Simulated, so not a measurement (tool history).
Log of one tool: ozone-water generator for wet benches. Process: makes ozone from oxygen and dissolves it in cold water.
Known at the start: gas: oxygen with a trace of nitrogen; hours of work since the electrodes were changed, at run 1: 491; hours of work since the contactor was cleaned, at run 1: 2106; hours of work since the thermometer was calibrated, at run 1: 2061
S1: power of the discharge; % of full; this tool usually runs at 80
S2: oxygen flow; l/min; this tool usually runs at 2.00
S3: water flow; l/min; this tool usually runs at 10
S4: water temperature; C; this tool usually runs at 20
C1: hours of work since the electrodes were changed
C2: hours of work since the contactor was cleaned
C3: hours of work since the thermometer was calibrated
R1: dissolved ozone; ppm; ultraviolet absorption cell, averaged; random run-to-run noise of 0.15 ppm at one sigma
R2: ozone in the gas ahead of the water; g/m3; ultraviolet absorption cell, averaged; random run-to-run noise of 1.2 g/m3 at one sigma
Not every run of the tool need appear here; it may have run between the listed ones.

Run 1, hour 0.0: usual settings; C1 491; C2 2106; C3 2061. Result: R1 17.9 ppm, R2 222.2 g/m3.
Run 2, hour 25.3: usual settings but S4 13 C; C1 512; C2 2127; C3 2082. Result: R1 19.0 ppm, R2 222.4 g/m3.
Run 3, hour 62.7: usual settings but S4 13 C; C1 542; C2 2158; C3 2113. Result: R1 19.2 ppm, R2 226.2 g/m3.
Run 4, hour 94.2: usual settings but S4 13 C; C1 569; C2 2184; C3 2139. Result: R1 19.1 ppm, R2 222.7 g/m3.
Run 5, hour 131.1: usual settings but S4 13 C; C1 599; C2 2214; C3 2170. Result: R1 18.9 ppm, R2 225.5 g/m3.
Run 6, hour 156.1: usual settings but S4 13 C; C1 620; C2 2235; C3 2190. Result: R1 19.0 ppm, R2 223.5 g/m3.
Run 7, hour 177.8: usual settings but S4 13 C; C1 638; C2 2253; C3 2208. Result: R1 19.2 ppm, R2 226.0 g/m3.
Run 8, hour 203.8: usual settings but S4 13 C; C1 659; C2 2275; C3 2230. Result: R1 18.7 ppm, R2 224.3 g/m3.
Run 9, hour 224.3: usual settings but S4 13 C; C1 676; C2 2292; C3 2247. Result: R1 19.1 ppm, R2 223.2 g/m3.
Run 10, hour 257.2: usual settings but S4 13 C; C1 704; C2 2319; C3 2274. Result: R1 18.9 ppm, R2 223.0 g/m3.
Run 11, hour 290.1: usual settings but S2 1.27 l/min, S4 13 C; C1 731; C2 2346; C3 2301. Result: R1 17.9 ppm, R2 292.3 g/m3.
Run 12, hour 316.3: usual settings but S2 1.27 l/min, S4 13 C; C1 753; C2 2368; C3 2323. Result: R1 17.9 ppm, R2 291.9 g/m3.
Run 13, hour 333.7: usual settings but S3 7 l/min; C1 767; C2 2382; C3 2337. Result: R1 24.1 ppm, R2 227.8 g/m3.
Run 14, hour 368.1: usual settings but S2 1.10 l/min; C1 795; C2 2411; C3 2366. Result: R1 16.5 ppm, R2 319.5 g/m3.
Run 15, hour 401.3: usual settings but S2 1.10 l/min; C1 823; C2 2438; C3 2393. Result: R1 16.4 ppm, R2 320.7 g/m3.
Run 16, hour 421.7: usual settings; C1 840; C2 2455; C3 2410. Result: R1 17.4 ppm, R2 227.0 g/m3.
Run 17, hour 447.9: usual settings; C1 861; C2 2477; C3 2432. Result: R1 17.6 ppm, R2 224.2 g/m3.
Run 18, hour 488.3: usual settings but S1 87 % of full, S2 2.81 l/min, S3 11 l/min, S4 18 C; C1 895; C2 2510; C3 2465. Result: R1 17.6 ppm, R2 198.9 g/m3.
Run 19, hour 523.3: usual settings but S1 45 % of full, S2 1.81 l/min, S3 9 l/min, S4 21 C; C1 924; C2 2539; C3 2494. Result: R1 12.3 ppm, R2 154.2 g/m3.
Run 20, hour 563.7: usual settings but S1 82 % of full, S2 1.29 l/min, S3 9 l/min, S4 12 C; C1 957; C2 2573; C3 2528. Result: R1 20.8 ppm, R2 299.0 g/m3.
Run 21, hour 601.0: usual settings but S2 3.10 l/min, S4 14 C; C1 988; C2 2604; C3 2559. Result: R1 19.2 ppm, R2 178.0 g/m3.
Run 22, hour 637.9: usual settings but S1 57 % of full, S4 26 C; C1 1019; C2 2634; C3 2589. Result: R1 12.4 ppm, R2 174.4 g/m3.
Run 23, hour 665.9: usual settings but S1 47 % of full, S2 1.34 l/min, S3 7 l/min, S4 13 C; C1 1042; C2 2657; C3 2612. Result: R1 17.5 ppm, R2 191.7 g/m3.
Run 24, hour 693.5: usual settings but S1 47 % of full, S2 1.34 l/min, S3 7 l/min, S4 13 C; C1 1065; C2 2680; C3 2635. Result: R1 17.5 ppm, R2 192.9 g/m3.
Run 25, hour 726.6: usual settings but S1 47 % of full, S2 1.15 l/min, S3 9 l/min, S4 13 C; C1 1092; C2 2708; C3 2663. Result: R1 13.2 ppm, R2 211.0 g/m3.
Run 26, hour 764.2: usual settings but S3 13 l/min; C1 1124; C2 2739; C3 2694. Result: R1 13.6 ppm, R2 229.0 g/m3.
Run 27, hour 791.7: usual settings but S2 1.90 l/min, S3 15 l/min, S4 15 C; C1 1146; C2 2762; C3 2717. Result: R1 12.1 ppm, R2 238.1 g/m3.
At hour 798.3: gauge calibrated.
Run 28, hour 809.3: usual settings but S1 46 % of full, S3 16 l/min, S4 18 C; C1 1161; C2 2776; C3 2731. Result: R1 7.5 ppm, R2 146.5 g/m3.
Run 29, hour 847.7: usual settings but S4 24 C; C1 1193; C2 2808; C3 2763. Result: R1 16.7 ppm, R2 222.1 g/m3.
Run 30, hour 865.2: usual settings but S2 3.46 l/min, S4 22 C; C1 1207; C2 2822; C3 2778. Result: R1 16.6 ppm, R2 163.9 g/m3.
Run 31, hour 884.9: usual settings but S4 24 C; C1 1223; C2 2839; C3 2794. Result: R1 16.7 ppm, R2 224.4 g/m3.
Run 32, hour 913.3: usual settings but S4 17 C; C1 1247; C2 2862; C3 2817. Result: R1 18.0 ppm, R2 224.0 g/m3.

Alternative continuations, all from the tool just after run 32; predict every row:
Run A, hour 939.6: usual settings but S4 17 C; C1 1269; C2 2884; C3 2839. Result: R1 ?, R2 ?.
Run B, hour 939.6: usual settings but S2 3.35 l/min, S4 16 C; C1 1269; C2 2884; C3 2839. Result: R1 ?, R2 ?.
Run C, hour 939.6: usual settings but S4 19 C; C1 1269; C2 2884; C3 2839. Result: R1 ?, R2 ?.

run    R1     R2
  A  18.4  225.9
  B  18.3  168.4
  C  17.9  224.5
Take away the tool's hidden state, keep each run's random variation, and the runs would have read:
run    R1     R2
  A  18.4  224.8
  B  18.3  167.6
  C  17.9  223.4

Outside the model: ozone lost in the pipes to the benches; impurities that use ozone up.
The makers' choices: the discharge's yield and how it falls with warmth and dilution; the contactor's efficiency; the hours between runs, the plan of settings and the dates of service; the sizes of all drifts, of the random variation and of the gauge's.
